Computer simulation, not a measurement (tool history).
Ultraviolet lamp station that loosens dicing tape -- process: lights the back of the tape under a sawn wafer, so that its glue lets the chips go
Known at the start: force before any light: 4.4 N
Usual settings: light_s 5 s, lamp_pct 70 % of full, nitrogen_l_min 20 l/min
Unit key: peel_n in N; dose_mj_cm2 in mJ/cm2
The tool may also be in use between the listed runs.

{"run": 1, "hour": 0.0, "light_s": 5, "lamp_pct": 70, "nitrogen_l_min": 20, "peel_n": 0.729, "dose_mj_cm2": 437}
{"run": 2, "hour": 10.7, "light_s": 5, "lamp_pct": 94, "nitrogen_l_min": 20, "peel_n": 0.445, "dose_mj_cm2": 577}
{"run": 3, "hour": 21.5, "light_s": 5, "lamp_pct": 70, "nitrogen_l_min": 20, "peel_n": 0.706, "dose_mj_cm2": 433}
{"run": 4, "hour": 30.8, "light_s": 5, "lamp_pct": 70, "nitrogen_l_min": 20, "peel_n": 0.723, "dose_mj_cm2": 427}
{"run": 5, "hour": 52.5, "light_s": 5, "lamp_pct": 70, "nitrogen_l_min": 20, "peel_n": 0.726, "dose_mj_cm2": 426}
{"run": 6, "hour": 64.4, "light_s": 5, "lamp_pct": 70, "nitrogen_l_min": 20, "peel_n": 0.717, "dose_mj_cm2": 428}
{"run": 7, "hour": 75.9, "light_s": 5, "lamp_pct": 70, "nitrogen_l_min": 20, "peel_n": 0.756, "dose_mj_cm2": 426}
{"run": 8, "hour": 88.8, "light_s": 5, "lamp_pct": 70, "nitrogen_l_min": 20, "peel_n": 0.741, "dose_mj_cm2": 427}
{"run": 9, "hour": 109.2, "light_s": 10, "lamp_pct": 70, "nitrogen_l_min": 20, "peel_n": 0.301, "dose_mj_cm2": 841}
{"run": 10, "hour": 128.3, "light_s": 10, "lamp_pct": 70, "nitrogen_l_min": 20, "peel_n": 0.304, "dose_mj_cm2": 847}
{"run": 11, "hour": 142.6, "light_s": 4, "lamp_pct": 70, "nitrogen_l_min": 20, "peel_n": 1.041, "dose_mj_cm2": 339}
{"run": 12, "hour": 158.0, "light_s": 5, "lamp_pct": 70, "nitrogen_l_min": 20, "peel_n": 0.777, "dose_mj_cm2": 409}
{"run": 13, "hour": 178.9, "light_s": 5, "lamp_pct": 70, "nitrogen_l_min": 20, "peel_n": 0.756, "dose_mj_cm2": 411}
{"run": 14, "hour": 195.6, "light_s": 5, "lamp_pct": 93, "nitrogen_l_min": 20, "peel_n": 0.519, "dose_mj_cm2": 541}
{"run": 15, "hour": 205.4, "light_s": 5, "lamp_pct": 93, "nitrogen_l_min": 20, "peel_n": 0.436, "dose_mj_cm2": 606}
{"run": 16, "hour": 219.1, "light_s": 5, "lamp_pct": 93, "nitrogen_l_min": 20, "peel_n": 0.453, "dose_mj_cm2": 604}
{"run": 17, "hour": 232.7, "light_s": 5, "lamp_pct": 73, "nitrogen_l_min": 15, "peel_n": 0.703, "dose_mj_cm2": 468}
{"run": 18, "hour": 245.2, "light_s": 5, "lamp_pct": 73, "nitrogen_l_min": 15, "peel_n": 0.726, "dose_mj_cm2": 470}
{"run": 19, "hour": 261.7, "light_s": 5, "lamp_pct": 73, "nitrogen_l_min": 15, "peel_n": 0.718, "dose_mj_cm2": 465}
{"run": 20, "hour": 282.5, "light_s": 5, "lamp_pct": 92, "nitrogen_l_min": 21, "peel_n": 0.444, "dose_mj_cm2": 586}
{"run": 21, "hour": 304.3, "light_s": 5, "lamp_pct": 74, "nitrogen_l_min": 17, "peel_n": 0.675, "dose_mj_cm2": 469}
{"run": 22, "hour": 326.1, "light_s": 3, "lamp_pct": 81, "nitrogen_l_min": 17, "peel_n": 1.178, "dose_mj_cm2": 308}
{"run": 23, "hour": 344.6, "light_s": 5, "lamp_pct": 74, "nitrogen_l_min": 19, "peel_n": 0.677, "dose_mj_cm2": 462}
{"run": 24, "hour": 366.0, "light_s": 9, "lamp_pct": 70, "nitrogen_l_min": 17, "peel_n": 0.349, "dose_mj_cm2": 783}
{"run": 25, "hour": 379.2, "light_s": 5, "lamp_pct": 87, "nitrogen_l_min": 24, "peel_n": 0.498, "dose_mj_cm2": 536}
{"run": 26, "hour": 396.6, "light_s": 5, "lamp_pct": 64, "nitrogen_l_min": 24, "peel_n": 0.759, "dose_mj_cm2": 395}
{"run": 27, "hour": 406.2, "light_s": 4, "lamp_pct": 86, "nitrogen_l_min": 20, "peel_n": 0.735, "dose_mj_cm2": 423}
{"run": 28, "hour": 420.0, "light_s": 5, "lamp_pct": 70, "nitrogen_l_min": 36, "peel_n": 0.597, "dose_mj_cm2": 428}
{"run": 29, "hour": 435.1, "light_s": 3, "lamp_pct": 90, "nitrogen_l_min": 9, "peel_n": 1.329, "dose_mj_cm2": 331}
{"run": 30, "hour": 445.5, "light_s": 3, "lamp_pct": 70, "nitrogen_l_min": 20, "peel_n": 1.362, "dose_mj_cm2": 252}
{"run": 31, "hour": 466.1, "light_s": 3, "lamp_pct": 70, "nitrogen_l_min": 20, "peel_n": 1.411, "dose_mj_cm2": 259}
{"run": 32, "hour": 480.9, "light_s": 3, "lamp_pct": 70, "nitrogen_l_min": 20, "peel_n": 1.374, "dose_mj_cm2": 253}

Taken out of this log: 2 entries between the listed runs. Where each belongs, and how the hidden state differs across it:
In the gap between runs 11 and 12: window cleaned of glue's vapour (hour 144.9)
  lamp's light, % of a new lamp's: 90.3 -> 90.1; light that the window lets through, % of a clean one's: 91.2 -> 89.2
  measured result minus the result with no hidden state, peel_n: +0.239 -> +0.210 N; dose_mj_cm2: -72 -> -100 mJ/cm2
In the gap between runs 14 and 15: window cleaned of glue's vapour, once more (hour 197.7)
  lamp's light, % of a new lamp's: 89.6 -> 89.5; light that the window lets through, % of a clean one's: 88.8 -> 99.6
  measured result minus the result with no hidden state, peel_n: +0.139 -> +0.058 N; dose_mj_cm2: -140 -> -74 mJ/cm2
